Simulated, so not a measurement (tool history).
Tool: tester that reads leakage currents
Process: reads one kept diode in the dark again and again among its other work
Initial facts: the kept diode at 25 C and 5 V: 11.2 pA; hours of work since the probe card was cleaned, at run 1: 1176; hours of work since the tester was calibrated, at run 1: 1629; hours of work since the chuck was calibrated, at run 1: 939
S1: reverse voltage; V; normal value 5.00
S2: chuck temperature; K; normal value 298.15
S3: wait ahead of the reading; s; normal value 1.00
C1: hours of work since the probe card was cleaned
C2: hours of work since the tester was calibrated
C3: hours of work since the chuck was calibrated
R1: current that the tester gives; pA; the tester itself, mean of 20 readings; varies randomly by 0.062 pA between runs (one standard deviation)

run	day	S1	S2	S3	C1	C2	C3	R1
1	0.000	5.00	298.15	1.00	1176	1629	939	15.74
2	1.517	5.00	298.15	1.00	1193	1646	956	15.83
3	5.104	5.00	298.15	1.00	1234	1687	997	16.01
4	8.021	5.00	323.15	1.00	1267	1720	1030	65.81
5	9.842	5.00	298.15	1.00	1288	1741	1051	15.95
6	11.758	17.86	298.15	1.00	1309	1763	1072	34.55
7	15.388	5.00	298.15	1.00	1351	1804	1114	16.25
8	17.829	5.00	298.15	1.00	1378	1832	1142	16.51
9	19.500	5.00	298.15	1.00	1397	1851	1161	16.38
10	21.121	5.00	298.15	1.00	1416	1869	1179	16.55
11	24.500	1.29	298.15	1.00	1454	1908	1217	8.35
12	27.358	3.05	298.15	1.00	1487	1940	1250	12.84
13	30.638	5.00	298.15	1.06	1524	1977	1287	16.86
14	32.379	5.00	331.15	1.06	1544	1997	1307	105.47
15	35.729	5.00	298.15	1.00	1582	2035	1345	16.94
16	38.679	5.00	298.15	1.00	1616	2069	1379	17.18
17	40.362	1.24	298.15	1.00	1635	2088	1398	8.33
18	43.467	14.39	298.15	1.00	1670	2123	1433	33.18
19	44.992	4.71	298.15	1.00	1687	2141	1450	16.77
20	48.646	5.00	298.15	1.00	1729	2182	1492	17.54
# day 49.046: probe card cleaned and baked
21	52.433	5.00	298.15	1.00	38	2224	1534	19.39
22	55.758	5.00	298.15	9.07	76	2262	1571	18.48
23	58.196	5.00	311.15	0.38	104	2289	1599	38.81
24	59.842	5.00	311.15	1.68	123	2308	1618	36.72
25	62.088	14.33	298.15	5.77	148	2334	1643	37.20
# day 63.767: chuck's temperature calibrated
26	64.100	6.43	309.15	5.77	170	2355	4	34.36
# day 66.200: probe card cleaned and baked, once more
27	66.200	6.43	309.15	5.77	0	2378	26	26.03
28	69.500	19.60	296.15	0.32	38	2415	64	29.69
29	72.992	6.32	305.15	1.06	77	2455	103	21.35
30	76.175	5.10	314.15	1.10	113	2491	140	34.50
31	77.746	10.80	318.15	0.76	131	2509	157	60.65
32	80.475	1.09	298.15	1.04	162	2540	189	6.56
33	83.754	5.00	330.15	1.00	200	2578	226	90.60
34	85.462	5.00	324.15	1.00	219	2597	245	63.62
35	87.775	5.00	324.15	1.00	245	2623	272	63.61
36	89.538	15.13	329.15	1.00	265	2643	292	132.08
37	92.821	2.14	298.15	1.00	303	2681	329	8.84
# day 94.254: tester calibrated
38	96.167	14.54	298.15	0.51	340	22	366	26.30
39	97.858	13.61	298.15	5.88	359	41	385	19.89
40	100.783	13.61	298.15	5.88	392	74	419	20.30

Below, some changes in R1 between adjacent runs. For each, the amount present without the hidden state too (settings, incoming material, random variation) and the amount remaining for the hidden state with gauge scatter not shared by both compared results:
What the log doesn't record here: stray current of the dirty probe card, pA a volt; current scale over the true one, %; true chuck temperature over the reading, C; drift of the gauge itself on leakage_pa, %.
Run 13 -> 14: S2 298.15 -> 331.15. R1 +88.61 pA: hidden state +4.35, all else +84.26.
Run 14 -> 15: S2 331.15 -> 298.15, S3 1.06 -> 1.00. R1 -88.53 pA: hidden state -4.21, all else -84.32.
Run 17 -> 18: S1 1.24 -> 14.39. R1 +24.85 pA: hidden state +11.50, all else +13.35.
Run 24 -> 25: S1 5.00 -> 14.33, S2 311.15 -> 298.15, S3 1.68 -> 5.77. R1 +0.48 pA: hidden state +11.18, all else -10.70.
Run 25 -> 26: S1 14.33 -> 6.43, S2 298.15 -> 309.15, chuck's temperature calibrated. R1 -2.84 pA: hidden state -12.22, all else +9.38.
Run 36 -> 37: S1 15.13 -> 2.14, S2 329.15 -> 298.15. R1 -123.24 pA: hidden state +0.10, all else -123.34.
